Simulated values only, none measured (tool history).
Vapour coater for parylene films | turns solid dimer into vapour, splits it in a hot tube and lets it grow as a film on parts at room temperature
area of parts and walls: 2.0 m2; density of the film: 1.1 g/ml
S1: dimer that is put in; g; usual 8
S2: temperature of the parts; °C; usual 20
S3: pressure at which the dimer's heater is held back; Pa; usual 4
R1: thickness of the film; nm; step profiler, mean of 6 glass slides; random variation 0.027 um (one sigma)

{"run": 1, "hour": 0.0, "S1": 8, "S2": 20, "S3": 4, "R1": 2000}
{"run": 2, "hour": 36.1, "S1": 8, "S2": 20, "S3": 4, "R1": 1960}
{"run": 3, "hour": 70.8, "S1": 8, "S2": 15, "S3": 4, "R1": 2530}
{"run": 4, "hour": 99.3, "S1": 8, "S2": 15, "S3": 9.72, "R1": 2200}
{"run": 5, "hour": 133.5, "S1": 8, "S2": 15, "S3": 9.72, "R1": 2140}
{"run": 6, "hour": 171.2, "S1": 8, "S2": 20, "S3": 8.96, "R1": 1690}
{"run": 7, "hour": 205.3, "S1": 8, "S2": 20, "S3": 8.96, "R1": 1680}
{"run": 8, "hour": 239.0, "S1": 8, "S2": 20, "S3": 5.19, "R1": 1780}
{"run": 9, "hour": 272.8, "S1": 8, "S2": 20, "S3": 5.19, "R1": 1820}
{"run": 10, "hour": 302.1, "S1": 8, "S2": 20, "S3": 5.19, "R1": 1800}
{"hour": 312.1, "done": "trap's valve overhauled"}
{"run": 11, "hour": 332.2, "S1": 6, "S2": 13, "S3": 4, "R1": 2290}
{"run": 12, "hour": 351.3, "S1": 8, "S2": 13, "S3": 4, "R1": 2950}
{"run": 13, "hour": 380.3, "S1": 10, "S2": 31, "S3": 2.23, "R1": 1710}
{"run": 14, "hour": 420.0, "S1": 8, "S2": 20, "S3": 8.47, "R1": 1900}
{"run": 15, "hour": 440.5, "S1": 4, "S2": 20, "S3": 2.3, "R1": 1140}
{"run": 16, "hour": 480.4, "S1": 4, "S2": 20, "S3": 2.3, "R1": 1110}

The same runs without the tool's hidden state, with the same run-to-run variation:
The hidden state here: vapour lost through the trap's worn valve, %; true temperature of the parts over the reading, C; drift of the gauge itself on film_um, %.
run=1 R1=2190
run=2 R1=2170
run=3 R1=2810
run=4 R1=2470
run=5 R1=2420
run=6 R1=1930
run=7 R1=1930
run=8 R1=2060
run=9 R1=2120
run=10 R1=2110
run=11 R1=2300
run=12 R1=2990
run=13 R1=1740
run=14 R1=1950
run=15 R1=1170
run=16 R1=1160
